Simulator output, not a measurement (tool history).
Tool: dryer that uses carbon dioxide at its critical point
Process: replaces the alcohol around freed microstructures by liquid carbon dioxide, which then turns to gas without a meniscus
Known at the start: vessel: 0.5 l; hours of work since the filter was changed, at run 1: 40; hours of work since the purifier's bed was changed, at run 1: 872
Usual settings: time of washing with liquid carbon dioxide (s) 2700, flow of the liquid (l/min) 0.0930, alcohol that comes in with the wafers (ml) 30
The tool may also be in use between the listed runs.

| run | hour | time of washing with liquid carbon dioxide (s) | flow of the liquid (l/min) | alcohol that comes in with the wafers (ml) | hours of work since the filter was changed | hours of work since the purifier's bed was changed | alcohol left in the vessel before it's heated (ppm by volume) |
|---|---|---|---|---|---|---|---|
| 1 | 0.0 | 2700 | 0.0930 | 30 | 40 | 872 | 99 |
| 2 | 42.4 | 2700 | 0.0930 | 30 | 70 | 901 | 104 |
| 3 | 76.3 | 2700 | 0.0930 | 30 | 94 | 925 | 103 |
| 4 | 111.5 | 2700 | 0.0938 | 30 | 118 | 950 | 111 |
| 5 | 151.8 | 2700 | 0.0938 | 30 | 146 | 978 | 106 |
| 6 | 181.8 | 2700 | 0.0938 | 30 | 167 | 999 | 116 |
| 7 | 204.3 | 2700 | 0.0938 | 30 | 183 | 1014 | 117 |
| 8 | 223.8 | 2700 | 0.0938 | 30 | 196 | 1028 | 119 |
| 9 | 266.4 | 2700 | 0.0930 | 91 | 226 | 1058 | 223 |
| 10 | 301.3 | 2700 | 0.0930 | 30 | 250 | 1082 | 146 |
| 11 | 323.3 | 2700 | 0.1218 | 30 | 266 | 1097 | 106 |
| 12 | 369.3 | 2700 | 0.1370 | 30 | 298 | 1129 | 96 |
| 13 | 397.1 | 2700 | 0.1370 | 30 | 317 | 1149 | 90 |
| 14 | 423.3 | 2700 | 0.1370 | 30 | 336 | 1167 | 102 |
| 15 | 466.5 | 2700 | 0.0930 | 30 | 366 | 1197 | 161 |
| 16 | 500.1 | 2700 | 0.1323 | 30 | 389 | 1221 | 99 |
|  | 517.9 | inlet filter changed |
| 17 | 532.8 | 2700 | 0.0665 | 30 | 10 | 1243 | 302 |
|  | 545.8 | purifier's bed changed |
| 18 | 571.0 | 2700 | 0.0665 | 45 | 35 | 18 | 352 |
| 19 | 604.3 | 2700 | 0.1537 | 30 | 58 | 41 | 15 |
| 20 | 642.5 | 2700 | 0.1537 | 30 | 85 | 67 | 12 |
| 21 | 661.6 | 2340 | 0.1537 | 30 | 98 | 81 | 11 |
| 22 | 687.7 | 2700 | 0.1066 | 30 | 116 | 99 | 18 |
| 23 | 725.3 | 2700 | 0.1066 | 30 | 143 | 125 | 30 |
| 24 | 761.2 | 2640 | 0.0901 | 53 | 168 | 150 | 113 |
| 25 | 789.5 | 1680 | 0.0930 | 30 | 187 | 170 | 671 |
| 26 | 810.1 | 1680 | 0.0930 | 30 | 202 | 184 | 663 |
| 27 | 845.1 | 3600 | 0.0930 | 38 | 226 | 209 | 30 |
| 28 | 878.9 | 2160 | 0.1281 | 65 | 250 | 232 | 71 |
| 29 | 918.4 | 3720 | 0.1104 | 39 | 277 | 260 | 27 |
| 30 | 957.0 | 4140 | 0.1104 | 97 | 304 | 287 | 27 |
| 31 | 978.3 | 1920 | 0.0930 | 40 | 319 | 302 | 599 |
| 32 | 1022.9 | 1920 | 0.0930 | 24 | 350 | 333 | 388 |
| 33 | 1060.4 | 1920 | 0.0930 | 24 | 376 | 359 | 418 |
| 34 | 1090.2 | 2100 | 0.0786 | 76 | 397 | 380 | 1788 |
|  | 1098.0 | inlet filter changed |
| 35 | 1130.7 | 2700 | 0.0637 | 30 | 23 | 407 | 309 |
| 36 | 1156.1 | 1860 | 0.0930 | 27 | 41 | 425 | 309 |
| 37 | 1179.4 | 2100 | 0.1468 | 27 | 57 | 441 | 39 |
| 38 | 1205.8 | 2700 | 0.0990 | 58 | 75 | 460 | 74 |
| 39 | 1250.3 | 2100 | 0.0930 | 86 | 106 | 491 | 536 |
| 40 | 1281.2 | 2100 | 0.0930 | 86 | 128 | 512 | 553 |
| 41 | 1307.4 | 2700 | 0.1043 | 30 | 146 | 531 | 58 |
| 42 | 1336.4 | 2700 | 0.0930 | 33 | 166 | 551 | 94 |
| 43 | 1359.7 | 2940 | 0.1009 | 112 | 183 | 567 | 95 |
| 44 | 1394.1 | 2100 | 0.1009 | 103 | 207 | 591 | 507 |
| 45 | 1427.5 | 3540 | 0.0869 | 24 | 230 | 614 | 54 |
| 46 | 1448.8 | 2700 | 0.0639 | 34 | 245 | 629 | 528 |

The same runs without the tool's hidden state, with the same run-to-run variation:
The hidden state here: flow that reaches the vessel past the clogged filter, %; alcohol in the recycled carbon dioxide, ppm; drift of the gauge itself on alcohol_ppm, %.
| run | alcohol left in the vessel before it's heated (ppm by volume) |
|---|---|
| 1 | 29 |
| 2 | 27 |
| 3 | 26 |
| 4 | 28 |
| 5 | 19 |
| 6 | 27 |
| 7 | 23 |
| 8 | 23 |
| 9 | 80 |
| 10 | 38 |
| 11 | 18 |
| 12 | 10 |
| 13 | 1 |
| 14 | 11 |
| 15 | 25 |
| 16 | 5 |
| 17 | 204 |
| 18 | 324 |
| 19 | 11 |
| 20 | 6 |
| 21 | 4 |
| 22 | 6 |
| 23 | 15 |
| 24 | 65 |
| 25 | 475 |
| 26 | 456 |
| 27 | 11 |
| 28 | 24 |
| 29 | 6 |
| 30 | 3 |
| 31 | 308 |
| 32 | 182 |
| 33 | 191 |
| 34 | 851 |
| 35 | 264 |
| 36 | 254 |
| 37 | 4 |
| 38 | 32 |
| 39 | 393 |
| 40 | 388 |
| 41 | 12 |
| 42 | 36 |
| 43 | 32 |
| 44 | 285 |
| 45 | 3 |
| 46 | 303 |
